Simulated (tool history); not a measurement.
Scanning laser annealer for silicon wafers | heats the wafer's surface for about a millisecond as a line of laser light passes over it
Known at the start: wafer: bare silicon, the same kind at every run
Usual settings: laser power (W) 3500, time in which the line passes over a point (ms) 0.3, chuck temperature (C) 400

run,day,laser power (W),time in which the line passes over a point (ms),chuck temperature (C),highest temperature of the surface (C)
1,0,3500,0.3,400,1201
2,1.967,3784,0.3,400,1264
3,3.292,3500,0.355,400,1263
4,4.992,3500,0.355,400,1265
5,8.125,3500,0.355,400,1263
6,11.108,3500,0.355,426,1285
7,12.817,3500,0.355,426,1286
8,14.404,3500,0.3,405,1200
9,17.217,3500,0.3,400,1190
10,19.004,3500,0.3,400,1193
# day 19.342: optics aligned, line set to its width
# day 20.292: window over the wafer cleaned
11,21.846,3500,0.3,413,1239
12,24.712,3179,0.3,413,1162
13,26.1,3179,0.3,413,1155
14,27.988,3179,0.3,413,1157
15,30.175,3500,0.302,411,1234
16,31.621,3297,0.3,400,1173
17,34.412,3500,0.3,416,1234
18,36.833,3500,0.3,416,1230
19,39.004,3500,0.3,416,1234
20,40.771,3500,0.3,416,1231
21,43.3,3500,0.3,416,1229

3 ways to go on from here, each from the tool as it stands after run 21. What would each give?
A,44.729,3701,0.32,400,?
B,44.729,3754,0.243,388,?
C,44.729,3291,0.23,399,?

run,highest temperature of the surface (C)
A,1286
B,1181
C,1072
Without the tool's hidden state the same runs would have given:
run,highest temperature of the surface (C)
A,1307
B,1200
C,1088
